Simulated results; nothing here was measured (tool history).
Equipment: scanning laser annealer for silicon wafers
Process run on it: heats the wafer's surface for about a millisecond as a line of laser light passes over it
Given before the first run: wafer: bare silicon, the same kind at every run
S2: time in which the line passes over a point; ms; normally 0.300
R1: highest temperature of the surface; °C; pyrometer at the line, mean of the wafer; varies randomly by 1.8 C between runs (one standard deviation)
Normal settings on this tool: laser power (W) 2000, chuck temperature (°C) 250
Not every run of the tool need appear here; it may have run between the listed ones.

{"run": 1, "hour": 0.0, "laser power (W)": 2000, "S2": 0.3, "chuck temperature (°C)": 250, "R1": 955}
{"run": 2, "hour": 34.1, "laser power (W)": 2000, "S2": 0.3, "chuck temperature (°C)": 283, "R1": 986}
{"run": 3, "hour": 76.3, "laser power (W)": 2000, "S2": 0.3, "chuck temperature (°C)": 259, "R1": 960}
{"run": 4, "hour": 121.7, "laser power (W)": 2107, "S2": 0.3, "chuck temperature (°C)": 250, "R1": 991}
{"run": 5, "hour": 169.3, "laser power (W)": 2107, "S2": 0.3, "chuck temperature (°C)": 250, "R1": 987}
{"run": 6, "hour": 210.4, "laser power (W)": 2107, "S2": 0.3, "chuck temperature (°C)": 250, "R1": 984}
{"run": 7, "hour": 274.8, "laser power (W)": 2107, "S2": 0.3, "chuck temperature (°C)": 250, "R1": 965}
{"run": 8, "hour": 312.1, "laser power (W)": 2107, "S2": 0.3, "chuck temperature (°C)": 250, "R1": 963}
{"run": 9, "hour": 357.7, "laser power (W)": 2000, "S2": 0.33, "chuck temperature (°C)": 250, "R1": 951}
{"run": 10, "hour": 410.7, "laser power (W)": 2000, "S2": 0.3, "chuck temperature (°C)": 250, "R1": 966}
{"run": 11, "hour": 450.1, "laser power (W)": 2000, "S2": 0.3, "chuck temperature (°C)": 250, "R1": 963}
{"run": 12, "hour": 491.9, "laser power (W)": 2000, "S2": 0.354, "chuck temperature (°C)": 250, "R1": 1020}
{"run": 13, "hour": 557.2, "laser power (W)": 2142, "S2": 0.35, "chuck temperature (°C)": 250, "R1": 1073}
{"run": 14, "hour": 622.4, "laser power (W)": 1717, "S2": 0.34, "chuck temperature (°C)": 260, "R1": 892}
{"run": 15, "hour": 662.1, "laser power (W)": 2162, "S2": 0.218, "chuck temperature (°C)": 253, "R1": 901}
{"run": 16, "hour": 703.0, "laser power (W)": 2054, "S2": 0.343, "chuck temperature (°C)": 253, "R1": 1016}
{"run": 17, "hour": 737.8, "laser power (W)": 2054, "S2": 0.343, "chuck temperature (°C)": 253, "R1": 1019}
{"run": 18, "hour": 799.2, "laser power (W)": 2054, "S2": 0.343, "chuck temperature (°C)": 253, "R1": 1014}
{"run": 19, "hour": 836.6, "laser power (W)": 2000, "S2": 0.3, "chuck temperature (°C)": 276, "R1": 961}
{"run": 20, "hour": 889.4, "laser power (W)": 2000, "S2": 0.3, "chuck temperature (°C)": 276, "R1": 961}
{"run": 21, "hour": 939.1, "laser power (W)": 2014, "S2": 0.3, "chuck temperature (°C)": 211, "R1": 925}

Between the runs listed above, the log contained 3 entries, not reproduced here. Where in the sequence does each belong, and how does what the log doesn't record of the tool's condition differ from the listed run before to the listed run after?
Runs 6 to 7: window over the wafer cleaned (hour 237.4)
  light that passes the window, % of a clean one's: 96.51 -> 94.27; laser's true power over the reading, %: 0.47 -> 0.5; width of the line over the set one, %: 1.05 -> 1.29
  measured result minus the result with no hidden state, R1: -29 -> -49 °C
Runs 9 to 10: window over the wafer cleaned, once more (hour 386.4)
  light that passes the window, % of a clean one's: 93.71 -> 99.7; laser's true power over the reading, %: 0.53 -> 0.55; width of the line over the set one, %: 1.59 -> 1.77
  measured result minus the result with no hidden state, R1: -54 -> -6 °C
Runs 20 to 21: window over the wafer cleaned (hour 920.5)
  light that passes the window, % of a clean one's: 96.45 -> 99.74; laser's true power over the reading, %: 0.73 -> 0.75; width of the line over the set one, %: 3.56 -> 3.73
  measured result minus the result with no hidden state, R1: -37 -> -12 °C
